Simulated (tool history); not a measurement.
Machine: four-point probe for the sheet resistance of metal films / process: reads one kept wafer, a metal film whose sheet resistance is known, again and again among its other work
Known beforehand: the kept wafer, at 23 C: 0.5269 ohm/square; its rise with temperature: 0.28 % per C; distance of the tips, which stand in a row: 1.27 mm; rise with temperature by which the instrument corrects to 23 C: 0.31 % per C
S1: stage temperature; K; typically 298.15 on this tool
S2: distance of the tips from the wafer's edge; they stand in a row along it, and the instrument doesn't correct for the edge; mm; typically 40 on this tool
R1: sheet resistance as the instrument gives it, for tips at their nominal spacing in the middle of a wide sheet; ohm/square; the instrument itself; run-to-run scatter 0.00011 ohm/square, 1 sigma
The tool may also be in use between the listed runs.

run,hour,S1,S2,R1
1,0.0,298.15,40,0.528835
2,15.8,298.15,40,0.529060
3,47.6,298.15,40,0.528967
4,73.8,298.15,40,0.529265
5,94.3,298.15,40,0.529241
6,115.0,298.15,40,0.529062
7,134.3,293.15,40,0.530018
8,166.9,293.15,40,0.529931
9,193.6,293.15,40,0.529895
10,212.8,298.15,32,0.529611
11,240.6,298.15,32,0.529677
12,262.9,298.15,32,0.529770
13,286.3,298.15,14,0.531853
14,316.8,302.15,27,0.529399
15,351.9,302.15,70,0.526590
16,382.8,302.15,70,0.526440
17,400.9,305.15,64,0.526289
18,428.1,305.15,64,0.526459
19,446.1,304.15,17,0.527918
20,477.3,301.15,9,0.532352
21,513.5,298.15,15,0.529368
22,530.7,298.15,22,0.528142
23,548.5,306.15,40,0.526750

Withheld: 1 entry from between the runs. Position of each, and hidden state at the listed run before versus the listed run after:
Logged between run 14 and run 15: new probe head fitted (hour 349.1)
  inner tips' distance over the nominal, %: 0.542 -> 0.114; tips' flats over new ones', %: 108 -> 0
  measured less the result without the state, R1: +0.002671 -> +0.000219 ohm/square

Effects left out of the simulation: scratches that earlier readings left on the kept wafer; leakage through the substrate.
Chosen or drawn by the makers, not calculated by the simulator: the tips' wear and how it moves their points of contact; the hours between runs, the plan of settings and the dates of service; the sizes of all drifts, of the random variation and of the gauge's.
